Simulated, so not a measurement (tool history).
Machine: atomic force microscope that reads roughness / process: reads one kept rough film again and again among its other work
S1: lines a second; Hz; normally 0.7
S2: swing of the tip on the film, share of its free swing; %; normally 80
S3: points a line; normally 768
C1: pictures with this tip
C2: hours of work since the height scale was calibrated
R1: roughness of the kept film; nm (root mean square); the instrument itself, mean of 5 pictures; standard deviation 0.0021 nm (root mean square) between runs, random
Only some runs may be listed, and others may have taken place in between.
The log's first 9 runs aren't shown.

{"run": 10, "hour": 189.7, "S1": 0.7, "S2": 80, "S3": 768, "C1": 75, "C2": 527, "R1": 1.011}
{"hour": 192.7, "done": "new tip fitted"}
{"run": 11, "hour": 209.7, "S1": 0.7, "S2": 80, "S3": 768, "C1": 44, "C2": 542, "R1": 1.008}
{"hour": 224.9, "done": "new tip fitted"}
{"run": 12, "hour": 234.8, "S1": 0.7, "S2": 80, "S3": 768, "C1": 26, "C2": 561, "R1": 1.009}
{"hour": 256.7, "done": "new tip fitted"}
{"run": 13, "hour": 259.9, "S1": 0.7, "S2": 80, "S3": 268, "C1": 8, "C2": 580, "R1": 1.002}
{"run": 14, "hour": 279.3, "S1": 0.7, "S2": 80, "S3": 386, "C1": 58, "C2": 595, "R1": 1.005}
{"hour": 289.8, "done": "new tip fitted"}
{"run": 15, "hour": 301.0, "S1": 0.7, "S2": 80, "S3": 386, "C1": 28, "C2": 611, "R1": 1.004}
{"hour": 321.7, "done": "new tip fitted"}
{"run": 16, "hour": 326.6, "S1": 0.532, "S2": 80, "S3": 775, "C1": 13, "C2": 631, "R1": 1.018}
{"hour": 354.1, "done": "new tip fitted"}
{"run": 17, "hour": 354.7, "S1": 2.503, "S2": 83, "S3": 976, "C1": 2, "C2": 652, "R1": 0.912}
{"run": 18, "hour": 378.3, "S1": 0.846, "S2": 80, "S3": 768, "C1": 62, "C2": 671, "R1": 1.002}
{"hour": 385.0, "done": "new tip fitted"}
{"run": 19, "hour": 407.6, "S1": 1.178, "S2": 65, "S3": 768, "C1": 58, "C2": 693, "R1": 1.019}
{"hour": 417.9, "done": "new tip fitted"}
{"run": 20, "hour": 438.1, "S1": 3.989, "S2": 83, "S3": 595, "C1": 52, "C2": 716, "R1": 0.852}
{"hour": 450.7, "done": "new tip fitted"}
{"run": 21, "hour": 470.5, "S1": 3.989, "S2": 83, "S3": 595, "C1": 51, "C2": 741, "R1": 0.848}
{"hour": 481.4, "done": "new tip fitted"}
{"run": 22, "hour": 487.6, "S1": 3.989, "S2": 83, "S3": 595, "C1": 16, "C2": 754, "R1": 0.851}
{"run": 23, "hour": 508.1, "S1": 2.739, "S2": 80, "S3": 658, "C1": 68, "C2": 769, "R1": 0.921}
{"hour": 513.4, "done": "new tip fitted"}
{"run": 24, "hour": 521.7, "S1": 3.903, "S2": 64, "S3": 583, "C1": 21, "C2": 780, "R1": 0.969}
{"run": 25, "hour": 540.4, "S1": 0.7, "S2": 80, "S3": 478, "C1": 69, "C2": 794, "R1": 1.009}
{"hour": 545.1, "done": "new tip fitted"}
{"run": 26, "hour": 555.4, "S1": 3.412, "S2": 78, "S3": 336, "C1": 26, "C2": 805, "R1": 0.906}
{"hour": 575.9, "done": "new tip fitted"}
{"run": 27, "hour": 582.7, "S1": 2.137, "S2": 74, "S3": 415, "C1": 17, "C2": 826, "R1": 0.968}
{"run": 28, "hour": 598.0, "S1": 3.471, "S2": 80, "S3": 768, "C1": 56, "C2": 838, "R1": 0.893}
{"hour": 607.6, "done": "new tip fitted"}
{"run": 29, "hour": 617.7, "S1": 2.634, "S2": 57, "S3": 564, "C1": 26, "C2": 853, "R1": 1.01}
{"hour": 639.3, "done": "new tip fitted"}
{"run": 30, "hour": 648.7, "S1": 2.634, "S2": 89, "S3": 849, "C1": 24, "C2": 876, "R1": 0.87}

Branching from run 30: 4 alternative next runs. What would each branch give?
{"run": "A", "hour": 665.7, "S1": 2.634, "S2": 89, "S3": 901, "C1": 68, "C2": 889, "R1": "?"}
{"run": "B", "hour": 665.7, "S1": 3.631, "S2": 89, "S3": 849, "C1": 68, "C2": 889, "R1": "?"}
{"run": "C", "hour": 665.7, "S1": 2.634, "S2": 58, "S3": 389, "C1": 68, "C2": 889, "R1": "?"}
{"run": "D", "hour": 665.7, "S1": 3.132, "S2": 80, "S3": 317, "C1": 68, "C2": 889, "R1": "?"}

run=A R1=0.874
run=B R1=0.825
run=C R1=1.006
run=D R1=0.902
With the hidden condition removed and each run's random variation left untouched, the same runs would have given:
run=A R1=0.875
run=B R1=0.826
run=C R1=1.006
run=D R1=0.903

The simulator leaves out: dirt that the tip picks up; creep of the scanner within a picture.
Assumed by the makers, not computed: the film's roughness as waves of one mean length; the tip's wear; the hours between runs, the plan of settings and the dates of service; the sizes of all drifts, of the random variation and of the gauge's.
